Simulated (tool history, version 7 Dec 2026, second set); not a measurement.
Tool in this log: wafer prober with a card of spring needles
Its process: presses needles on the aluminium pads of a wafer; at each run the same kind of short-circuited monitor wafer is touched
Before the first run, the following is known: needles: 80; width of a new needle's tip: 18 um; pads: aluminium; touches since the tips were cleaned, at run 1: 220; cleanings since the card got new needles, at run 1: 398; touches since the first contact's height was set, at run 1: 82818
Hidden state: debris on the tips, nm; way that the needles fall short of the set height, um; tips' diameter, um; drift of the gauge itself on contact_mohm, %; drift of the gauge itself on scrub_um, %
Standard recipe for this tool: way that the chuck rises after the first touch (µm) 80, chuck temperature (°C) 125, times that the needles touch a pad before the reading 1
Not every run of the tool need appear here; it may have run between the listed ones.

run   hour  way that the chuck rises after the first touch (µm)  chuck temperature (°C)  times that the needles touch a pad before the reading  touches since the tips were cleaned  cleanings since the card got new needles  touches since the first contact's height was set  resistance of one needle with its contact and lead (mohm)  way that a needle slides on the pad (µm)
  1      0                                                   80                     125                                                      1                                  220                                       398                                             82818                                                        197                                     19.46
       3.9  -- tips cleaned on abrasive film
       8.8  -- tips cleaned on abrasive film
      13.7  -- tips cleaned on abrasive film
      17.6  -- tips cleaned on abrasive film
      22.5  -- tips cleaned on abrasive film
      26.4  -- tips cleaned on abrasive film
      31.3  -- tips cleaned on abrasive film
      36.2  -- tips cleaned on abrasive film
      41.1  -- tips cleaned on abrasive film
        46  -- tips cleaned on abrasive film
      50.8  -- tips cleaned on abrasive film
  2   53.2                                                   86                     125                                                      1                                 1057                                       409                                            105900                                                        207                                     20.71
      55.3  -- tips cleaned on abrasive film
      60.1  -- tips cleaned on abrasive film
      64.1  -- tips cleaned on abrasive film
      68.9  -- tips cleaned on abrasive film
      73.8  -- tips cleaned on abrasive film
      78.7  -- tips cleaned on abrasive film
      82.6  -- tips cleaned on abrasive film
      87.5  -- tips cleaned on abrasive film
      92.4  -- tips cleaned on abrasive film
      97.3  -- tips cleaned on abrasive film
     102.2  -- tips cleaned on abrasive film
     107.1  -- tips cleaned on abrasive film
     111.9  -- tips cleaned on abrasive film
     116.8  -- tips cleaned on abrasive film
     120.8  -- tips cleaned on abrasive film
     125.6  -- tips cleaned on abrasive film
     129.6  -- tips cleaned on abrasive film
  3  132.8                                                   86                     125                                                      1                                 1452                                       426                                            140392                                                        205                                      20.7
     133.9  -- tips cleaned on abrasive film
     138.8  -- tips cleaned on abrasive film
     143.7  -- tips cleaned on abrasive film
     147.6  -- tips cleaned on abrasive film
     152.5  -- tips cleaned on abrasive film
     156.4  -- tips cleaned on abrasive film
     161.3  -- tips cleaned on abrasive film
     165.2  -- tips cleaned on abrasive film
     169.1  -- tips cleaned on abrasive film
       174  -- tips cleaned on abrasive film
     178.9  -- tips cleaned on abrasive film
     190.9  -- card fitted with new needles
     194.8  -- tips cleaned on abrasive film
     198.9  -- tips cleaned on abrasive film
  4  198.9                                                   86                     125                                                      1                                    0                                         2                                              3442                                                        188                                        22
     203.8  -- tips cleaned on abrasive film
     208.6  -- tips cleaned on abrasive film
     213.5  -- tips cleaned on abrasive film
     218.4  -- tips cleaned on abrasive film
     223.3  -- tips cleaned on abrasive film
     227.2  -- tips cleaned on abrasive film
     232.1  -- tips cleaned on abrasive film
       237  -- tips cleaned on abrasive film
     241.9  -- tips cleaned on abrasive film
     245.8  -- tips cleaned on abrasive film
     250.7  -- tips cleaned on abrasive film
     255.6  -- tips cleaned on abrasive film
     260.5  -- tips cleaned on abrasive film
  5  262.5                                                   86                     125                                                      1                                  896                                        15                                             31020                                                        192                                     21.39
     264.5  -- tips cleaned on abrasive film
     268.4  -- tips cleaned on abrasive film
     273.3  -- tips cleaned on abrasive film
     278.2  -- tips cleaned on abrasive film
     283.1  -- tips cleaned on abrasive film
     287.9  -- tips cleaned on abrasive film
     292.8  -- tips cleaned on abrasive film
     297.7  -- tips cleaned on abrasive film
     302.6  -- tips cleaned on abrasive film
     307.5  -- tips cleaned on abrasive film
     312.4  -- tips cleaned on abrasive film
     316.3  -- tips cleaned on abrasive film
     320.2  -- tips cleaned on abrasive film
     325.1  -- tips cleaned on abrasive film
       330  -- tips cleaned on abrasive film
     333.9  -- tips cleaned on abrasive film
     338.8  -- tips cleaned on abrasive film
     343.7  -- tips cleaned on abrasive film
     347.6  -- tips cleaned on abrasive film
     352.5  -- tips cleaned on abrasive film
     356.4  -- tips cleaned on abrasive film
     361.3  -- tips cleaned on abrasive film
  6    363                                                   86                     125                                                      1                                  755                                        37                                             74554                                                        194                                     20.99
       366  -- tips cleaned on abrasive film
     370.9  -- tips cleaned on abrasive film
     375.7  -- tips cleaned on abrasive film
     380.6  -- tips cleaned on abrasive film
     385.5  -- tips cleaned on abrasive film
     390.4  -- tips cleaned on abrasive film
     395.3  -- tips cleaned on abrasive film
     400.2  -- tips cleaned on abrasive film
     405.1  -- tips cleaned on abrasive film
     409.9  -- tips cleaned on abrasive film
     414.8  -- tips cleaned on abrasive film
     419.7  -- tips cleaned on abrasive film
  7  422.9                                                   86                      51                                                      2                                 1435                                        49                                            100556                                                        181                                     20.69
       424  -- tips cleaned on abrasive film
     424.3  -- height of the first contact set anew
     429.2  -- tips cleaned on abrasive film
     433.1  -- tips cleaned on abrasive film
       438  -- tips cleaned on abrasive film
     441.9  -- tips cleaned on abrasive film
     446.8  -- tips cleaned on abrasive film
     451.7  -- tips cleaned on abrasive film
     455.6  -- tips cleaned on abrasive film
     460.5  -- tips cleaned on abrasive film
     465.4  -- tips cleaned on abrasive film
     470.3  -- tips cleaned on abrasive film
     474.2  -- tips cleaned on abrasive film
     479.1  -- tips cleaned on abrasive film
       483  -- tips cleaned on abrasive film
     487.9  -- tips cleaned on abrasive film
     492.8  -- tips cleaned on abrasive film
  8  494.6                                                   76                      34                                                      3                                  805                                        65                                             30456                                                        176                                     17.59
     497.6  -- tips cleaned on abrasive film
     502.4  -- tips cleaned on abrasive film
     507.3  -- tips cleaned on abrasive film
     512.2  -- tips cleaned on abrasive film
     516.1  -- tips cleaned on abrasive film
       521  -- tips cleaned on abrasive film
     525.9  -- tips cleaned on abrasive film
     530.8  -- tips cleaned on abrasive film
     535.7  -- tips cleaned on abrasive film
     540.6  -- tips cleaned on abrasive film
     545.4  -- tips cleaned on abrasive film
     550.3  -- tips cleaned on abrasive film
  9  551.4                                                   76                      34                                                      3                                  497                                        77                                             55096                                                        179                                     17.58
     554.4  -- tips cleaned on abrasive film
     559.3  -- tips cleaned on abrasive film
     564.2  -- tips cleaned on abrasive film
     568.1  -- tips cleaned on abrasive film
       573  -- tips cleaned on abrasive film
     577.9  -- tips cleaned on abrasive film
     581.8  -- tips cleaned on abrasive film
     586.7  -- tips cleaned on abrasive film
     590.6  -- tips cleaned on abrasive film
       595  -- tips cleaned on abrasive film
 10    595                                                   69                      58                                                      3                                    0                                        87                                             73932                                                        184                                     15.71
     599.9  -- tips cleaned on abrasive film
     604.8  -- tips cleaned on abrasive film
     609.6  -- tips cleaned on abrasive film
     614.5  -- tips cleaned on abrasive film
     619.4  -- tips cleaned on abrasive film
     624.3  -- tips cleaned on abrasive film
     629.2  -- tips cleaned on abrasive film
     633.1  -- tips cleaned on abrasive film
       637  -- tips cleaned on abrasive film
     641.9  -- tips cleaned on abrasive film
     646.8  -- tips cleaned on abrasive film
     650.7  -- tips cleaned on abrasive film
     655.6  -- tips cleaned on abrasive film
       660  -- tips cleaned on abrasive film
 11    660                                                   74                      72                                                      1                                    0                                       101                                            102095                                                        185                                     16.45
     664.9  -- tips cleaned on abrasive film
     669.8  -- tips cleaned on abrasive film
     674.7  -- tips cleaned on abrasive film
     679.5  -- tips cleaned on abrasive film
     684.4  -- tips cleaned on abrasive film
     688.3  -- tips cleaned on abrasive film
     693.2  -- tips cleaned on abrasive film
     698.1  -- tips cleaned on abrasive film
       703  -- tips cleaned on abrasive film
     706.9  -- tips cleaned on abrasive film
     711.8  -- tips cleaned on abrasive film
 12  712.9                                                   74                      72                                                      1                                  503                                       112                                            125046                                                        191                                     16.63

Below are 5 alternative next runs, each starting from the tool's condition after run 12. Predict each:
     715.9  -- tips cleaned on abrasive film
     720.8  -- tips cleaned on abrasive film
     725.7  -- tips cleaned on abrasive film
     730.6  -- tips cleaned on abrasive film
     735.5  -- tips cleaned on abrasive film
     739.4  -- tips cleaned on abrasive film
     744.3  -- tips cleaned on abrasive film
     749.1  -- tips cleaned on abrasive film
     753.1  -- tips cleaned on abrasive film
       758  -- tips cleaned on abrasive film
     761.9  -- tips cleaned on abrasive film
     766.8  -- tips cleaned on abrasive film
     771.7  -- tips cleaned on abrasive film
     776.5  -- tips cleaned on abrasive film
     781.4  -- tips cleaned on abrasive film
  A  785.1                                                   71                      46                                                      2                                 1631                                       127                                            156330                                                          ?                                         ?
     715.9  -- tips cleaned on abrasive film
     720.8  -- tips cleaned on abrasive film
     725.7  -- tips cleaned on abrasive film
     730.6  -- tips cleaned on abrasive film
     735.5  -- tips cleaned on abrasive film
     739.4  -- tips cleaned on abrasive film
     744.3  -- tips cleaned on abrasive film
     749.1  -- tips cleaned on abrasive film
     753.1  -- tips cleaned on abrasive film
       758  -- tips cleaned on abrasive film
     761.9  -- tips cleaned on abrasive film
     766.8  -- tips cleaned on abrasive film
     771.7  -- tips cleaned on abrasive film
     776.5  -- tips cleaned on abrasive film
     781.4  -- tips cleaned on abrasive film
  B  785.1                                                   61                      64                                                      2                                 1631                                       127                                            156330                                                          ?                                         ?
     715.9  -- tips cleaned on abrasive film
     720.8  -- tips cleaned on abrasive film
     725.7  -- tips cleaned on abrasive film
     730.6  -- tips cleaned on abrasive film
     735.5  -- tips cleaned on abrasive film
     739.4  -- tips cleaned on abrasive film
     744.3  -- tips cleaned on abrasive film
     749.1  -- tips cleaned on abrasive film
     753.1  -- tips cleaned on abrasive film
       758  -- tips cleaned on abrasive film
     761.9  -- tips cleaned on abrasive film
     766.8  -- tips cleaned on abrasive film
     771.7  -- tips cleaned on abrasive film
     776.5  -- tips cleaned on abrasive film
     781.4  -- tips cleaned on abrasive film
  C  785.1                                                   74                      78                                                      3                                 1631                                       127                                            156330                                                          ?                                         ?
     715.9  -- tips cleaned on abrasive film
     720.8  -- tips cleaned on abrasive film
     725.7  -- tips cleaned on abrasive film
     730.6  -- tips cleaned on abrasive film
     735.5  -- tips cleaned on abrasive film
     739.4  -- tips cleaned on abrasive film
     744.3  -- tips cleaned on abrasive film
     749.1  -- tips cleaned on abrasive film
     753.1  -- tips cleaned on abrasive film
       758  -- tips cleaned on abrasive film
     761.9  -- tips cleaned on abrasive film
     766.8  -- tips cleaned on abrasive film
     771.7  -- tips cleaned on abrasive film
     776.5  -- tips cleaned on abrasive film
     781.4  -- tips cleaned on abrasive film
  D  785.1                                                   94                      72                                                      1                                 1631                                       127                                            156330                                                          ?                                         ?
     715.9  -- tips cleaned on abrasive film
     720.8  -- tips cleaned on abrasive film
     725.7  -- tips cleaned on abrasive film
     730.6  -- tips cleaned on abrasive film
     735.5  -- tips cleaned on abrasive film
     739.4  -- tips cleaned on abrasive film
     744.3  -- tips cleaned on abrasive film
     749.1  -- tips cleaned on abrasive film
     753.1  -- tips cleaned on abrasive film
       758  -- tips cleaned on abrasive film
     761.9  -- tips cleaned on abrasive film
     766.8  -- tips cleaned on abrasive film
     771.7  -- tips cleaned on abrasive film
     776.5  -- tips cleaned on abrasive film
     781.4  -- tips cleaned on abrasive film
  E  785.1                                                   85                      72                                                      2                                 1631                                       127                                            156330                                                          ?                                         ?

run  resistance of one needle with its contact and lead (mohm)  way that a needle slides on the pad (µm)
  A                                                        191                                     15.69
  B                                                        199                                     12.84
  C                                                        190                                     16.21
  D                                                        191                                     21.26
  E                                                        188                                     19.12
With the hidden condition removed and each run's random variation left untouched, the same runs would have given:
run  resistance of one needle with its contact and lead (mohm)  way that a needle slides on the pad (µm)
  A                                                        178                                     18.26
  B                                                        181                                     15.37
  C                                                        181                                     18.75
  D                                                        180                                     23.81
  E                                                        179                                     21.68

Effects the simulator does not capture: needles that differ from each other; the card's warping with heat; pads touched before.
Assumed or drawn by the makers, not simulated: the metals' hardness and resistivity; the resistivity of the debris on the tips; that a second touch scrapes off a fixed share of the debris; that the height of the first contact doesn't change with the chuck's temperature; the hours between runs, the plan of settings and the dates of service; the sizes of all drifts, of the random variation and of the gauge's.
